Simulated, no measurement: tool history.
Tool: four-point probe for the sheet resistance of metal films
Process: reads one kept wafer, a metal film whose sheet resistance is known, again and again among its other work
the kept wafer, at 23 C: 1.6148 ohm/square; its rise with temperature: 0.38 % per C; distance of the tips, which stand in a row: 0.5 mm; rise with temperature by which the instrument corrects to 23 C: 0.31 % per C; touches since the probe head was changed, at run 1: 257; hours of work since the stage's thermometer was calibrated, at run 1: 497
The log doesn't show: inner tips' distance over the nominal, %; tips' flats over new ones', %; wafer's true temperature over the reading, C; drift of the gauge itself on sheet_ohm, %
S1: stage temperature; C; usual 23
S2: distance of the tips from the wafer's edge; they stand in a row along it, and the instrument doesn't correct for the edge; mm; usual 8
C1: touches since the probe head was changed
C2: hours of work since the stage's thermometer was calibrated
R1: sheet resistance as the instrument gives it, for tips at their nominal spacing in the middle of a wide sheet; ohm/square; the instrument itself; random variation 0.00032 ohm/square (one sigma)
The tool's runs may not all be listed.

run 1 hour=0.0 | S1=23 S2=8 | C1=257 C2=497 | R1=1.615734
run 2 hour=18.3 | S1=23 S2=8 | C1=751 C2=506 | R1=1.614914
run 3 hour=33.3 | S1=23 S2=13 | C1=1153 C2=513 | R1=1.613709
run 4 hour=62.0 | S1=23 S2=13 | C1=1926 C2=526 | R1=1.613161
run 5 hour=84.7 | S1=23 S2=14 | C1=2536 C2=537 | R1=1.613006
run 6 hour=110.4 | S1=23 S2=14 | C1=3227 C2=549 | R1=1.613124
run 7 hour=136.1 | S1=23 S2=14 | C1=3919 C2=561 | R1=1.612830
run 8 hour=150.2 | S1=23 S2=14 | C1=4298 C2=567 | R1=1.613266
run 9 hour=174.0 | S1=34 S2=14 | C1=4938 C2=579 | R1=1.623972
run 10 hour=188.3 | S1=35 S2=8 | C1=5325 C2=585 | R1=1.627252
run 11 hour=201.9 | S1=35 S2=8 | C1=5690 C2=592 | R1=1.627485
run 12 hour=230.4 | S1=35 S2=8 | C1=6456 C2=605 | R1=1.626911
run 13 hour=255.6 | S1=35 S2=8 | C1=7135 C2=617 | R1=1.627299

4 ways to go on from here, each from the tool as it stands after run 13. What would each give?
run A hour=276.3 | S1=23 S2=55 | C1=7692 C2=626 | R1=?
run B hour=276.3 | S1=26 S2=42 | C1=7692 C2=626 | R1=?
run C hour=276.3 | S1=35 S2=7 | C1=7692 C2=626 | R1=?
run D hour=276.3 | S1=23 S2=8 | C1=7692 C2=626 | R1=?

run=A R1=1.612225
run=B R1=1.615090
run=C R1=1.628392
run=D R1=1.615316
Without the tool's hidden state the same runs would have given:
run=A R1=1.615322
run=B R1=1.618187
run=C R1=1.631497
run=D R1=1.618419

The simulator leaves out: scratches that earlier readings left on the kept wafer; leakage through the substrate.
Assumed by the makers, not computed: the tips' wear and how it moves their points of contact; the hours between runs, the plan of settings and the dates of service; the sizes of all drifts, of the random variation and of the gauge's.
